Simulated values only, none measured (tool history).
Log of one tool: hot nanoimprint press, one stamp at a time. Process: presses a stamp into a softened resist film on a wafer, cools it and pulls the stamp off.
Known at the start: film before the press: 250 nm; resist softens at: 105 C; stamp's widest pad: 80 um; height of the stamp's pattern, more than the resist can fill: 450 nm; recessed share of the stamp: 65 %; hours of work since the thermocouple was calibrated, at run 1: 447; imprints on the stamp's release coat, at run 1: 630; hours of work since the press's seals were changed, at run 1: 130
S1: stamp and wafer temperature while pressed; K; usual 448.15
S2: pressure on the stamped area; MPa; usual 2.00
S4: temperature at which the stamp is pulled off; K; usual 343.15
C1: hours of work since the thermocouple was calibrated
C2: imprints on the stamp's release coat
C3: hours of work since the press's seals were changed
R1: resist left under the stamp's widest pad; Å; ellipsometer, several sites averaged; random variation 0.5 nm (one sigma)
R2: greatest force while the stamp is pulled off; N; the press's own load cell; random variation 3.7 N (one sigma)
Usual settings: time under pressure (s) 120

Run 1, hour 0.0: usual settings; C1 447; C2 630; C3 130. Result: R1 1360 Å, R2 177 N.
At hour 7.7: plate thermocouple calibrated.
Run 2, hour 16.4: usual settings; C1 6; C2 666; C3 139. Result: R1 1362 Å, R2 180 N.
Run 3, hour 22.9: usual settings; C1 10; C2 683; C3 143. Result: R1 1363 Å, R2 176 N.
Run 4, hour 30.0: usual settings; C1 14; C2 702; C3 148. Result: R1 1359 Å, R2 177 N.
Run 5, hour 41.0: usual settings; C1 21; C2 731; C3 155. Result: R1 1362 Å, R2 179 N.
Run 6, hour 52.3: usual settings but S1 447.15 K; C1 29; C2 761; C3 162. Result: R1 1393 Å, R2 178 N.
Run 7, hour 61.8: usual settings but S1 447.15 K; C1 35; C2 786; C3 168. Result: R1 1399 Å, R2 177 N.
Run 8, hour 69.2: usual settings but S4 336.15 K; C1 40; C2 806; C3 173. Result: R1 1356 Å, R2 184 N.
Run 9, hour 75.0: usual settings but time under pressure (s) 124; C1 43; C2 821; C3 177. Result: R1 1342 Å, R2 176 N.
Run 10, hour 85.2: usual settings but S1 455.15 K, S4 337.15 K; C1 50; C2 848; C3 183. Result: R1 1111 Å, R2 190 N.
Run 11, hour 92.1: usual settings but S2 1.54 MPa, time under pressure (s) 197, S4 335.15 K; C1 54; C2 866; C3 188. Result: R1 1321 Å, R2 196 N.
Run 12, hour 104.3: usual settings but time under pressure (s) 86; C1 62; C2 899; C3 196. Result: R1 1492 Å, R2 172 N.
Run 13, hour 112.1: usual settings but time under pressure (s) 86; C1 67; C2 920; C3 201. Result: R1 1490 Å, R2 175 N.
Run 14, hour 118.9: usual settings but S2 2.61 MPa, time under pressure (s) 86; C1 72; C2 938; C3 205. Result: R1 1309 Å, R2 171 N.
Run 15, hour 126.5: usual settings but S2 2.61 MPa, time under pressure (s) 86; C1 76; C2 958; C3 210. Result: R1 1309 Å, R2 173 N.
Run 16, hour 138.2: usual settings but S2 2.61 MPa, time under pressure (s) 86; C1 84; C2 989; C3 217. Result: R1 1299 Å, R2 176 N.
At hour 149.1: gauge calibrated.
Run 17, hour 149.1: usual settings but S2 2.61 MPa, time under pressure (s) 70; C1 91; C2 1018; C3 224. Result: R1 1410 Å, R2 175 N.
Run 18, hour 158.4: usual settings but S2 1.43 MPa; C1 97; C2 1042; C3 230. Result: R1 1597 Å, R2 178 N.

Forecast each of these 4 alternatives for the next run:
Run A, hour 172.2: usual settings but S2 1.43 MPa, time under pressure (s) 107, S4 346.15 K; C1 106; C2 1079; C3 239. Result: R1 ?, R2 ?.
Run B, hour 172.2: usual settings but S2 1.43 MPa, time under pressure (s) 226; C1 106; C2 1079; C3 239. Result: R1 ?, R2 ?.
Run C, hour 172.2: usual settings but S1 451.15 K, S2 2.33 MPa, time under pressure (s) 123; C1 106; C2 1079; C3 239. Result: R1 ?, R2 ?.
Run D, hour 172.2: usual settings but S2 1.43 MPa, S4 340.15 K; C1 106; C2 1079; C3 239. Result: R1 ?, R2 ?.

run    R1   R2
  A  1647  171
  B  1324  180
  C  1154  171
  D  1592  185
Without the tool's hidden state the same runs would have given:
run    R1   R2
  A  1651  170
  B  1327  178
  C  1157  170
  D  1596  184
